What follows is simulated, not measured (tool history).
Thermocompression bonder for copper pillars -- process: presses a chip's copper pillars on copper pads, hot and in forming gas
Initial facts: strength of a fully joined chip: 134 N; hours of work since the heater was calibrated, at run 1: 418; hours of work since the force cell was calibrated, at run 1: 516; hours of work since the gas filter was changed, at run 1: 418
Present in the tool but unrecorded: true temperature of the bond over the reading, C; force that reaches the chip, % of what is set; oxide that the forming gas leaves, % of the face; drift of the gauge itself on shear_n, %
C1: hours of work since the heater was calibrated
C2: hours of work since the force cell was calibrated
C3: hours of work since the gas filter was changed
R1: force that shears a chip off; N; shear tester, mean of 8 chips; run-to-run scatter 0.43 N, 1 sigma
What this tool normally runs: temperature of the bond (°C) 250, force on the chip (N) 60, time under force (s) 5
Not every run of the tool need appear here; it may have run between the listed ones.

run 1 hour=0.0 | temperature_of_the_bond_(°C)=250 force_on_the_chip_(N)=60 time_under_force_(s)=5 | C1=418 C2=516 C3=418 | R1=45.7
-- hour=59.3 forming gas filter changed
run 2 hour=59.3 | temperature_of_the_bond_(°C)=250 force_on_the_chip_(N)=60 time_under_force_(s)=4 | C1=461 C2=559 C3=0 | R1=42.8
run 3 hour=124.5 | temperature_of_the_bond_(°C)=250 force_on_the_chip_(N)=60 time_under_force_(s)=4 | C1=509 C2=607 C3=48 | R1=43.4
run 4 hour=161.0 | temperature_of_the_bond_(°C)=250 force_on_the_chip_(N)=60 time_under_force_(s)=5 | C1=536 C2=633 C3=74 | R1=47.6
run 5 hour=215.3 | temperature_of_the_bond_(°C)=250 force_on_the_chip_(N)=60 time_under_force_(s)=5 | C1=576 C2=673 C3=114 | R1=46.7
run 6 hour=250.5 | temperature_of_the_bond_(°C)=250 force_on_the_chip_(N)=60 time_under_force_(s)=5 | C1=601 C2=699 C3=140 | R1=46.4
run 7 hour=306.2 | temperature_of_the_bond_(°C)=250 force_on_the_chip_(N)=60 time_under_force_(s)=5 | C1=642 C2=739 C3=181 | R1=45.7
run 8 hour=357.9 | temperature_of_the_bond_(°C)=250 force_on_the_chip_(N)=60 time_under_force_(s)=5 | C1=680 C2=777 C3=219 | R1=46.0
-- hour=367.7 heater calibrated with a thermocouple chip
run 9 hour=406.1 | temperature_of_the_bond_(°C)=260 force_on_the_chip_(N)=71 time_under_force_(s)=5 | C1=28 C2=811 C3=252 | R1=56.8

Forecast run 10:
run 10 hour=477.4 | temperature_of_the_bond_(°C)=260 force_on_the_chip_(N)=71 time_under_force_(s)=5 | C1=80 C2=863 C3=304 | R1=?

R1: 55.8 N
On a tool with no hidden condition, and with the same random variation, this run would have come out at R1 62.2 N.

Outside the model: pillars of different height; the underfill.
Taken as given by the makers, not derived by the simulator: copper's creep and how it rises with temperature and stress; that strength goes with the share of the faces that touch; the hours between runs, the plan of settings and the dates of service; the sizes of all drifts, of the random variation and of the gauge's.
